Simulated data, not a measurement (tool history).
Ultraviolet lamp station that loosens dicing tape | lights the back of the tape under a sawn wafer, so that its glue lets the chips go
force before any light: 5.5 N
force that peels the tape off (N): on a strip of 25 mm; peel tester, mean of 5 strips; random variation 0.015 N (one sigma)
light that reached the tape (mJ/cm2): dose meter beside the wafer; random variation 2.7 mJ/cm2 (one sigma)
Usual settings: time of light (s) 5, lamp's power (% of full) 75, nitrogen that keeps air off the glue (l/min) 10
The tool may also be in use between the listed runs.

run,day,time of light (s),lamp's power (% of full),nitrogen that keeps air off the glue (l/min),force that peels the tape off (N),light that reached the tape (mJ/cm2)
1,0,5,75,10,0.832,358
2,0.162,5,63,10,1.04,296
3,0.342,5,63,10,1.047,296
4,0.533,5,63,10,1.062,299
5,0.762,2,75,10,2.407,134
6,1.05,2,75,10,2.487,140

Forecast run 7:
7,1.367,2,89,13,?,?

{"run 7": {"force that peels the tape off (N)": 1.944, "light that reached the tape (mJ/cm2)": 162}}
Without the tool's hidden state the same run would have given force that peels the tape off (N) 1.849, light that reached the tape (mJ/cm2) 171.

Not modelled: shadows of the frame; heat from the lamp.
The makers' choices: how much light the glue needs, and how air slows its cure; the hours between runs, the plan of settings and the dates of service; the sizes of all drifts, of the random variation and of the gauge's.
